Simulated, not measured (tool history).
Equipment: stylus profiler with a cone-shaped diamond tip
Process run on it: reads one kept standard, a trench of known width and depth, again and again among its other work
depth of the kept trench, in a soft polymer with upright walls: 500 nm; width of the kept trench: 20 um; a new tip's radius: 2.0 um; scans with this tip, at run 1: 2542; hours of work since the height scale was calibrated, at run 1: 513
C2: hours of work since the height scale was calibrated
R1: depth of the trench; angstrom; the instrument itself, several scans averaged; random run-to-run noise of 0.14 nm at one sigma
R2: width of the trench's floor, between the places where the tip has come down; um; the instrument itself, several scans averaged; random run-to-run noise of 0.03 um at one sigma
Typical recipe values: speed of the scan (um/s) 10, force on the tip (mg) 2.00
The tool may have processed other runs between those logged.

Run 1, day 0.000: usual settings; scans with this tip 2542; C2 513. Result: R1 5031.1 angstrom, R2 16.97 um.
Run 2, day 1.379: usual settings; scans with this tip 2664; C2 538. Result: R1 5033.5 angstrom, R2 16.87 um.
Run 3, day 4.125: usual settings; scans with this tip 2909; C2 587. Result: R1 5030.9 angstrom, R2 16.91 um.
Run 4, day 5.512: usual settings; scans with this tip 3032; C2 612. Result: R1 5033.8 angstrom, R2 16.88 um.
Run 5, day 6.808: usual settings but force on the tip (mg) 2.01; scans with this tip 3147; C2 635. Result: R1 5032.5 angstrom, R2 16.81 um.
Run 6, day 8.258: usual settings but force on the tip (mg) 2.01; scans with this tip 3276; C2 661. Result: R1 5035.3 angstrom, R2 16.78 um.
Run 7, day 10.279: usual settings but force on the tip (mg) 0.90; scans with this tip 3456; C2 697. Result: R1 5026.5 angstrom, R2 16.80 um.
Run 8, day 11.662: usual settings but force on the tip (mg) 0.90; scans with this tip 3579; C2 722. Result: R1 5024.7 angstrom, R2 16.82 um.
Run 9, day 13.125: usual settings but force on the tip (mg) 0.90; scans with this tip 3709; C2 749. Result: R1 5025.4 angstrom, R2 16.78 um.
Run 10, day 15.254: usual settings but force on the tip (mg) 0.90; scans with this tip 3899; C2 787. Result: R1 5029.7 angstrom, R2 16.75 um.
Run 11, day 17.988: usual settings but force on the tip (mg) 5.99; scans with this tip 4142; C2 836. Result: R1 5063.7 angstrom, R2 16.72 um.
Run 12, day 21.054: usual settings but force on the tip (mg) 5.99; scans with this tip 4415; C2 891. Result: R1 5065.0 angstrom, R2 16.73 um.
At day 23.808: height scale calibrated on a step standard.
Run 13, day 23.808: usual settings but force on the tip (mg) 2.90; scans with this tip 4658; C2 0. Result: R1 5031.4 angstrom, R2 16.65 um.
Run 14, day 25.292: usual settings but speed of the scan (um/s) 9, force on the tip (mg) 2.39; scans with this tip 4790; C2 27. Result: R1 5028.6 angstrom, R2 16.63 um.
Run 15, day 28.188: usual settings but speed of the scan (um/s) 7, force on the tip (mg) 0.92; scans with this tip 5047; C2 79. Result: R1 5013.9 angstrom, R2 16.61 um.
Run 16, day 30.383: usual settings but speed of the scan (um/s) 3, force on the tip (mg) 2.92; scans with this tip 5243; C2 118. Result: R1 5030.4 angstrom, R2 16.63 um.
Run 17, day 31.671: usual settings but speed of the scan (um/s) 28, force on the tip (mg) 0.75; scans with this tip 5357; C2 141. Result: R1 5016.6 angstrom, R2 16.52 um.
Run 18, day 34.167: usual settings but speed of the scan (um/s) 28, force on the tip (mg) 0.75; scans with this tip 5579; C2 186. Result: R1 5016.6 angstrom, R2 16.50 um.
Run 19, day 35.721: usual settings but speed of the scan (um/s) 28, force on the tip (mg) 0.75; scans with this tip 5717; C2 214. Result: R1 5015.4 angstrom, R2 16.49 um.
Run 20, day 37.471: usual settings but speed of the scan (um/s) 2, force on the tip (mg) 1.16; scans with this tip 5873; C2 245. Result: R1 5024.2 angstrom, R2 16.55 um.
Run 21, day 40.062: usual settings but speed of the scan (um/s) 15, force on the tip (mg) 1.37; scans with this tip 6104; C2 292. Result: R1 5027.5 angstrom, R2 16.48 um.
Run 22, day 42.188: usual settings but speed of the scan (um/s) 33, force on the tip (mg) 4.10; scans with this tip 6293; C2 330. Result: R1 5044.2 angstrom, R2 16.50 um.
Run 23, day 43.746: usual settings but speed of the scan (um/s) 16; scans with this tip 6432; C2 358. Result: R1 5032.5 angstrom, R2 16.49 um.
Run 24, day 45.962: usual settings but speed of the scan (um/s) 16; scans with this tip 6629; C2 398. Result: R1 5033.9 angstrom, R2 16.46 um.
Run 25, day 48.933: usual settings but speed of the scan (um/s) 7, force on the tip (mg) 2.06; scans with this tip 6893; C2 451. Result: R1 5031.5 angstrom, R2 16.34 um.
Run 26, day 51.904: usual settings but speed of the scan (um/s) 7, force on the tip (mg) 2.06; scans with this tip 7157; C2 504. Result: R1 5034.9 angstrom, R2 16.39 um.

Take each entry between the runs: how does the hidden state at the last listed run before it differ from the hidden state at the first listed run after it?
From run 12 to run 13: height scale calibrated on a step standard (day 23.808)
  radius of the tip, um: 2.93 -> 2.97; height scale over the true one, %: 0.307 -> 0.013
  measured result minus the result with no hidden state, R1: +15.6 -> +0.6 angstrom; R2: -0.63 -> -0.66 um

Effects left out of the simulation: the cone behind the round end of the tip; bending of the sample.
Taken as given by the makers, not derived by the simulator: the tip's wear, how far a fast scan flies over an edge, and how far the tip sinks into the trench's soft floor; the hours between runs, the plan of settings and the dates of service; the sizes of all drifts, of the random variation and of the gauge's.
